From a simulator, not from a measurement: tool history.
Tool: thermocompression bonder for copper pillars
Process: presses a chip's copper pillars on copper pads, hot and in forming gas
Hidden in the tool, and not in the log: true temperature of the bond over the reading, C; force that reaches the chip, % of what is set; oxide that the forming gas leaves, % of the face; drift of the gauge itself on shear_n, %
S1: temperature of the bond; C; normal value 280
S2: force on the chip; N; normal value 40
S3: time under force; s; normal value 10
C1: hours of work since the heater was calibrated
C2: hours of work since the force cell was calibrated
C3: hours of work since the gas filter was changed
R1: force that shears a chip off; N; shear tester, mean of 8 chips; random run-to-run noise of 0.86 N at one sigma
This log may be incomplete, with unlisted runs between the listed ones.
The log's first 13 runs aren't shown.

run 14 hour=768.1 | S1=280 S2=55 S3=10 | C1=316 C2=135 C3=91 | R1=87.4
run 15 hour=826.9 | S1=280 S2=55 S3=20 | C1=352 C2=170 C3=126 | R1=103.2
run 16 hour=884.0 | S1=280 S2=55 S3=20 | C1=386 C2=204 C3=160 | R1=104.0
run 17 hour=940.3 | S1=280 S2=40 S3=8 | C1=419 C2=238 C3=194 | R1=64.9
run 18 hour=993.9 | S1=280 S2=40 S3=8 | C1=451 C2=270 C3=226 | R1=65.3
run 19 hour=1064.8 | S1=280 S2=40 S3=8 | C1=494 C2=312 C3=268 | R1=65.2
run 20 hour=1115.6 | S1=280 S2=40 S3=8 | C1=524 C2=342 C3=299 | R1=63.0
run 21 hour=1158.9 | S1=280 S2=40 S3=8 | C1=550 C2=368 C3=325 | R1=63.4
run 22 hour=1209.8 | S1=280 S2=40 S3=16 | C1=580 C2=399 C3=355 | R1=78.9
-- hour=1227.7 forming gas filter changed
run 23 hour=1246.0 | S1=280 S2=57 S3=14 | C1=602 C2=420 C3=11 | R1=98.7
run 24 hour=1302.8 | S1=279 S2=41 S3=10 | C1=636 C2=454 C3=45 | R1=69.1
run 25 hour=1358.5 | S1=276 S2=40 S3=10 | C1=669 C2=487 C3=78 | R1=67.0
run 26 hour=1395.6 | S1=276 S2=40 S3=10 | C1=691 C2=509 C3=100 | R1=65.4
run 27 hour=1446.3 | S1=308 S2=55 S3=10 | C1=721 C2=540 C3=131 | R1=109.6
run 28 hour=1481.4 | S1=283 S2=25 S3=17 | C1=742 C2=561 C3=152 | R1=62.8
run 29 hour=1536.2 | S1=289 S2=25 S3=24 | C1=775 C2=593 C3=184 | R1=73.5
run 30 hour=1600.2 | S1=289 S2=25 S3=24 | C1=813 C2=632 C3=223 | R1=75.0
run 31 hour=1668.8 | S1=298 S2=40 S3=10 | C1=854 C2=673 C3=264 | R1=86.0
run 32 hour=1738.8 | S1=298 S2=40 S3=10 | C1=896 C2=715 C3=305 | R1=83.6

Predict the results of run 33:
run 33 hour=1795.4 | S1=298 S2=40 S3=10 | C1=930 C2=748 C3=339 | R1=?

{"run 33": {"R1": 84.3}}
If the tool had no hidden condition, the same run with the same run-to-run variation would have returned R1 84.9 N.
